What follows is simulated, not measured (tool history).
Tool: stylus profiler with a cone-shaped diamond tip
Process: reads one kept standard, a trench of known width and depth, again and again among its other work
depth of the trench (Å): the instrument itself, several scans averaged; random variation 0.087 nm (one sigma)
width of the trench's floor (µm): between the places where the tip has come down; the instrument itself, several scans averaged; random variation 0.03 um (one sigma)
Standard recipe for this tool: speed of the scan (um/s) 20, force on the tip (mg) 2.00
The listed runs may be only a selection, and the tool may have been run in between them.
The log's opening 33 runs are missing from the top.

run,day,speed of the scan (um/s),force on the tip (mg),scans with this tip,hours of work since the height scale was calibrated,depth of the trench (Å),width of the trench's floor (µm)
34,33.883,48,1.36,7854,848,2010.6,17.98
35,34.479,29,5.45,7915,854,2022.6,18.16
36,35.596,19,3.52,8030,867,2015.8,18.14
37,36.325,36,1.30,8105,875,2006.7,18.04
38,37.525,9,1.30,8228,888,2009.0,18.20
39,38.246,5,2.32,8301,896,2013.0,18.23
40,39.542,5,1.70,8434,910,2009.8,18.15
41,40.571,12,2.00,8540,922,2011.6,18.23
42,41.496,12,2.00,8635,932,2010.1,18.18
43,42.171,19,2.00,8703,939,2012.2,18.14
44,43.254,56,1.73,8814,951,2010.9,18.05
45,44.008,56,1.73,8892,960,2010.7,18.04
46,44.650,8,2.59,8957,967,2013.8,18.25
47,45.471,43,4.26,9042,976,2018.9,18.18
48,46.721,12,0.71,9170,990,2003.0,18.13

Predict each of these 3 candidate next runs independently; none follows another, all start after run 48:
A,47.646,16,2.93,9265,1000,?,?
B,47.646,11,1.08,9265,1000,?,?
C,47.646,24,2.52,9265,1000,?,?

run,depth of the trench (Å),width of the trench's floor (µm)
A,2012.4,18.15
B,2007.5,18.19
C,2013.4,18.22
Had the tool no hidden state, the same runs would have come out as:
run,depth of the trench (Å),width of the trench's floor (µm)
A,2012.6,18.16
B,2007.7,18.20
C,2013.6,18.23
